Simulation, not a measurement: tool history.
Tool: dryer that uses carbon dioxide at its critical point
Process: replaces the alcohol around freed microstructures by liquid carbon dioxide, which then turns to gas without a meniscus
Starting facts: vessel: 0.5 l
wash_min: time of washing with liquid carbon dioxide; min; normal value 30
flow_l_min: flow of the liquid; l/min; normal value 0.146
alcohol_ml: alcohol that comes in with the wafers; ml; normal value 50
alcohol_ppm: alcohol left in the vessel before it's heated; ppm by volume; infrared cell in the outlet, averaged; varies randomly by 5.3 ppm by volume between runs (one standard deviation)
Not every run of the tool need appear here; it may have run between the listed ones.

run,hour,wash_min,flow_l_min,alcohol_ml,alcohol_ppm
1,0.0,30,0.146,50,238
2,19.5,35,0.146,50,128
3,29.1,35,0.146,50,132
4,46.3,30,0.146,50,250
5,65.2,30,0.146,50,267
6,76.0,30,0.146,50,265
7,96.3,30,0.146,50,273
8,117.7,30,0.142,50,327
9,130.4,30,0.146,50,296
10,147.2,30,0.146,50,298
11,168.6,30,0.146,50,318
12,189.4,30,0.146,50,316
13,206.4,30,0.146,50,327
14,225.1,30,0.146,50,350
15,242.2,32,0.146,50,264
16,253.8,30,0.114,50,996
17,268.6,30,0.146,50,378
18,281.6,30,0.146,50,383
19,294.7,30,0.146,50,370
20,313.5,30,0.146,32,303
21,325.4,30,0.146,50,407
22,340.5,30,0.146,50,415
23,349.3,30,0.146,50,415
24,360.8,19,0.146,50,2654
25,382.1,19,0.248,59,406
26,397.0,20,0.181,30,669
27,415.9,18,0.135,30,2601
28,429.4,18,0.135,30,2623
# hour 439.3: inlet filter changed
29,446.4,30,0.118,77,789
30,460.1,30,0.135,77,449
31,470.6,20,0.177,82,900
32,484.3,23,0.108,33,1623
33,495.9,23,0.108,33,1576
34,504.8,44,0.108,109,303
35,514.7,44,0.108,109,305
36,531.7,44,0.159,31,150
37,543.0,44,0.159,31,148
38,558.0,30,0.100,101,2311
39,573.9,31,0.146,83,356
40,590.3,31,0.146,83,368
41,606.8,30,0.094,61,1942
42,616.4,32,0.089,52,1595
43,636.0,32,0.089,52,1672
44,652.7,22,0.147,57,1181
45,663.5,22,0.153,37,731
46,679.0,34,0.221,28,183

Here are 5 independent what-if runs from the current tool condition. What would each one return?
A,700.1,18,0.099,50,?
B,700.1,28,0.155,68,?
C,700.1,21,0.179,25,?
D,700.1,32,0.170,26,?
E,700.1,41,0.193,38,?

run,alcohol_ppm
A,7317
B,427
C,409
D,216
E,189
With no hidden state in the tool, these same runs would have given:
run,alcohol_ppm
A,6007
B,165
C,165
D,29
E,12
